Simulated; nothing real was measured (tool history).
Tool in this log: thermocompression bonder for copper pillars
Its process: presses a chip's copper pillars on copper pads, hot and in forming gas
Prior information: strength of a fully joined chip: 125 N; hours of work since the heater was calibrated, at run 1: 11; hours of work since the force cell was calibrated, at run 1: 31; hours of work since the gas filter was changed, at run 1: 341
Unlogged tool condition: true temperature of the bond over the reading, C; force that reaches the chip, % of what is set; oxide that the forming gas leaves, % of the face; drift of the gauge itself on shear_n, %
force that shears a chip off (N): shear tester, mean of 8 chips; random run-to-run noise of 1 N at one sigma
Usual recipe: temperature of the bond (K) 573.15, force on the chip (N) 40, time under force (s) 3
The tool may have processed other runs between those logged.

run,hour,temperature of the bond (K),force on the chip (N),time under force (s),hours of work since the heater was calibrated,hours of work since the force cell was calibrated,hours of work since the gas filter was changed,force that shears a chip off (N)
1,0,573.15,40,3,11,31,341,87.6
2,22.3,573.15,40,3,22,42,352,87.4
3,39.5,573.15,40,2,30,50,360,76.4
4,58.5,562.15,40,3,39,60,369,76.2
# hour 69.9: forming gas filter changed
5,76.6,573.15,40,2,48,68,3,76.4
6,100.2,573.15,40,2,59,80,15,77.1
7,118.3,573.15,40,2,68,88,23,78.6
8,130.8,573.15,40,2,74,94,29,76.4
9,148.1,595.15,40,3,83,103,38,102.3
10,170.7,595.15,40,5,93,114,49,111.6
11,182.2,595.15,40,5,99,119,54,110.8
12,197.3,595.15,40,5,106,127,62,111.4
13,213.8,573.15,40,3,114,135,70,85.8
14,225.6,573.15,40,3,120,140,75,86.5
15,237.3,544.15,40,3,126,146,81,63.4
16,252.6,544.15,40,3,133,153,88,64.2
17,265.7,544.15,40,3,139,160,95,62.8
18,284.4,544.15,40,3,148,169,104,64.9
19,303,565.15,40,3,157,178,113,80.7
20,317.8,565.15,40,3,165,185,120,80.7
21,338.1,574.15,33,2,174,195,130,66.3
22,351.7,574.15,33,2,181,201,136,66
23,366.4,574.15,33,2,188,208,143,67.9
24,381.6,574.15,33,2,195,216,151,67.8
25,400.1,592.15,54,6,204,225,160,120.5
26,420.7,588.15,25,4,214,235,170,76.4
27,437.7,588.15,58,4,223,243,178,116.5
28,450.2,578.15,40,7,229,249,184,106.4
29,473.3,567.15,33,5,240,260,195,82.5
30,486.2,585.15,26,5,246,266,201,81.7
31,503.7,585.15,26,5,255,275,210,81.2
32,518.1,585.15,26,5,261,282,217,82.9
33,540.8,585.15,26,5,273,293,228,81.5
34,559.6,585.15,26,5,282,302,237,80
35,574.3,593.15,40,3,289,309,244,99.2
36,589.2,567.15,40,3,296,316,251,82.1
37,609.3,549.15,28,2,306,326,261,42.5
38,621.8,573.15,36,5,312,332,267,91.9
39,639.7,573.15,36,5,320,341,276,91.6
40,663.5,593.15,34,2,332,352,287,82.1

4 ways to go on from here, each from the tool as it stands after run 40. What would each give?
A,686.3,573.15,40,3,343,363,298,?
B,686.3,593.15,41,3,343,363,298,?
C,686.3,556.15,53,5,343,363,298,?
D,686.3,547.15,57,2,343,363,298,?

run,force that shears a chip off (N)
A,85.8
B,101.4
C,100.5
D,76.8
Stripped of hidden state, with their random variation kept, the same runs would have yielded:
run,force that shears a chip off (N)
A,86
B,101.6
C,100.7
D,77

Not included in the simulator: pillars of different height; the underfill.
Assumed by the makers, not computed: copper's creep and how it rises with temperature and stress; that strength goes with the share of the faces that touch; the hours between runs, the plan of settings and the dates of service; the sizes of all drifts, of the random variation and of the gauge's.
